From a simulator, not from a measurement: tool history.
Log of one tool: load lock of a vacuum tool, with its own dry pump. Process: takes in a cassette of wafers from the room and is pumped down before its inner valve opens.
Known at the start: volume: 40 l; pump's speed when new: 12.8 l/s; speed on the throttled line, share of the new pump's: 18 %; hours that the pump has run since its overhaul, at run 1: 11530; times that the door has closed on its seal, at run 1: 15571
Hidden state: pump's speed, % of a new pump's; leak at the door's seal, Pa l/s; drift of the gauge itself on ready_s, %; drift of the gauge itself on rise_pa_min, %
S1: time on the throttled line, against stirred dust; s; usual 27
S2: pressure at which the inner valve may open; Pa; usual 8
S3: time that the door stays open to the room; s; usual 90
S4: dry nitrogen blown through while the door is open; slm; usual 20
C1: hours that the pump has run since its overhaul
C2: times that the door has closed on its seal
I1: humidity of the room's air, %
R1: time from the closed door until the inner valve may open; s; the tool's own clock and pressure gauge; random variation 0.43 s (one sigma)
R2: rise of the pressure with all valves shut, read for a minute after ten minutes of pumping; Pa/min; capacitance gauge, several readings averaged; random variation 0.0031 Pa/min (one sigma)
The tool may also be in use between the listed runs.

run	hour	S1	S2	S3	S4	C1	C2	I1	R1	R2
1	0.0	27	8	90	20	11530	15571	46.7	59.4	0.081
2	139.2	27	8	90	20	11670	15805	46.9	60.0	0.076
3	278.6	27	8	90	20	11809	16039	43.4	60.1	0.081
4	437.1	27	8	90	20	11967	16305	45.6	60.0	0.086
5	668.1	27	8	90	31	12198	16693	43.7	60.3	0.070
6	826.2	27	8	90	31	12356	16958	44.7	60.6	0.067
7	1063.8	27	8	90	31	12594	17358	46.7	61.2	0.075
# hour 1157.0: dry pump taken out, an overhauled one fitted
8	1313.2	27	8	90	31	156	17766	47.5	51.5	0.075
9	1512.0	27	8	90	31	355	18100	46.8	52.3	0.079
10	1683.5	27	11	90	33	526	18388	47.5	51.1	0.080
11	1820.7	43	6	36	6	664	18618	43.8	65.9	0.081
12	2071.1	19	8	34	18	914	19039	44.7	45.7	0.067
13	2183.8	27	8	155	5	1027	19228	47.6	51.8	0.138
14	2444.2	27	8	155	5	1287	19665	45.0	52.3	0.126
15	2561.7	27	7	90	15	1405	19863	43.2	53.8	0.091
16	2810.3	27	7	90	15	1653	20280	44.4	53.1	0.099
17	2982.4	21	8	90	20	1825	20569	48.5	47.8	0.094

Hidden state or all else? Some run-to-run changes of R1, split into what the settings, what came in and random variation would give without the hidden state, and what is left for the hidden state (with any gauge scatter that isn't in both results):
Run 7 -> 8: dry pump taken out, an overhauled one fitted. R1 -9.7 s: hidden state -8.4, all else -1.3.
Run 11 -> 12: S1 43 -> 19, S2 6 -> 8, S3 36 -> 34, S4 6 -> 18. R1 -20.2 s: hidden state +0.1, all else -20.3.
